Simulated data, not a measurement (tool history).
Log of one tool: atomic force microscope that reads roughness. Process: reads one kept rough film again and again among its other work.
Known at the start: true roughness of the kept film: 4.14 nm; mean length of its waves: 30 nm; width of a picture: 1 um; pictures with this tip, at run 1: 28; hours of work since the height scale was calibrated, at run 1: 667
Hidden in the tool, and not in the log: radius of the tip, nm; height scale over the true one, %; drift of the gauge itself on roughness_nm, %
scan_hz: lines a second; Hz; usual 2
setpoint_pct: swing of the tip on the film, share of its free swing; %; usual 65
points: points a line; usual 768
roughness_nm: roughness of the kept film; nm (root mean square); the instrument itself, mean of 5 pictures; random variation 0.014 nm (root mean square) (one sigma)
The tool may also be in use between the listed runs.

run   hour  scan_hz  setpoint_pct  points  pictures with this tip  hours of work since the height scale was calibrated  roughness_nm
  1      0        2            65     768                      28                                                  667          2.96
  2   22.2        2            65     768                      64                                                  685         2.565
      36.3  -- new tip fitted
  3   46.6        2            65     768                      16                                                  703         3.113
  4   61.3        2            65     768                      40                                                  714         2.842
  5   81.4        2            65     391                      73                                                  730         2.495
      89.1  -- new tip fitted
  6  104.3        2            65     391                      25                                                  747         2.996
  7  115.6     1.59            65     391                      43                                                  756         2.796
  8  133.6     1.59            65     391                      72                                                  770         2.566
       141  -- new tip fitted
  9  145.9     1.39            65     391                       8                                                  779         3.323
 10  160.2     1.39            65     391                      31                                                  790         2.953
 11  175.9     1.39            69     391                      57                                                  803         2.646
     193.2  -- new tip fitted
 12  200.8     1.39            69     391                      12                                                  822         3.255
 13  224.3        2            65     768                      50                                                  840          2.71
 14    242        2            65     768                      79                                                  853         2.444
     245.9  -- new tip fitted
 15  259.2        2            65     768                      22                                                  866         3.045
 16  275.3        2            65     441                      48                                                  879         2.724
 17  296.2        2            65     441                      82                                                  895         2.409
     298.4  -- new tip fitted
 18    311        2            65     441                      20                                                  906         3.066
 19  323.6        2            65     768                      40                                                  916         2.835
 20  336.8        2            65     768                      62                                                  926         2.619
     350.8  -- new tip fitted
 21  360.7        2            65     768                      16                                                  944         3.104
     362.8  -- height scale calibrated on a step standard
 22  379.5     0.55            73     319                      44                                                   13         2.862
 23  394.2     0.55            79     319                      68                                                   24         2.572
     404.4  -- new tip fitted
 24  406.8     2.43            88     431                       4                                                   34          2.67
 25  425.3     0.74            87     768                      34                                                   48          2.81
 26  436.7        2            74     403                      52                                                   57         2.524
 27  452.1     3.34            65     268                      77                                                   69         2.318
     457.4  -- new tip fitted
     461.7  -- height scale calibrated on a step standard, once more
 28  464.4     1.21            62     551                      10                                                    2         3.373
 29  483.4     1.95            65     276                      40                                                   17         2.816
 30  496.8     1.95            73     276                      62                                                   27         2.485
     510.8  -- new tip fitted
 31  514.7        2            65     860                       6                                                   41         3.274
 32  535.7        2            65     860                      40                                                   57         2.892
 33  547.9     2.34            65     860                      60                                                   67         2.632
 34  559.8     2.34            65     860                      79                                                   76         2.444
     564.2  -- new tip fitted
 35  575.3     0.64            82     768                      18                                                   87         3.125
 36  589.9     3.25            71     403                      42                                                   99         2.547
 37  601.5     0.83            60     463                      61                                                  108          2.73
 38  611.7        2            56     768                      77                                                  116         2.552
     615.8  -- new tip fitted
 39  633.3        2            79     633                      28                                                  132         2.762
 40  645.1     1.13            65     665                      48                                                  141         2.828
 41  658.6     1.13            65     665                      69                                                  152         2.623

4 ways to go on from here, each from the tool as it stands after run 41. What would each give?
     667.9  -- new tip fitted
  A   682     0.52            78     665                      22                                                  169             ?
     667.9  -- new tip fitted
  B   682     1.13            73     841                      22                                                  169             ?
     667.9  -- new tip fitted
  C   682     3.69            58     768                      22                                                  169             ?
     667.9  -- new tip fitted
  D   682     1.35            88     368                      22                                                  169             ?

run  roughness_nm
  A         3.128
  B         3.038
  C         2.965
  D         2.755
Without the tool's hidden state the same runs would have given:
run  roughness_nm
  A         3.526
  B         3.425
  C         3.342
  D         3.106
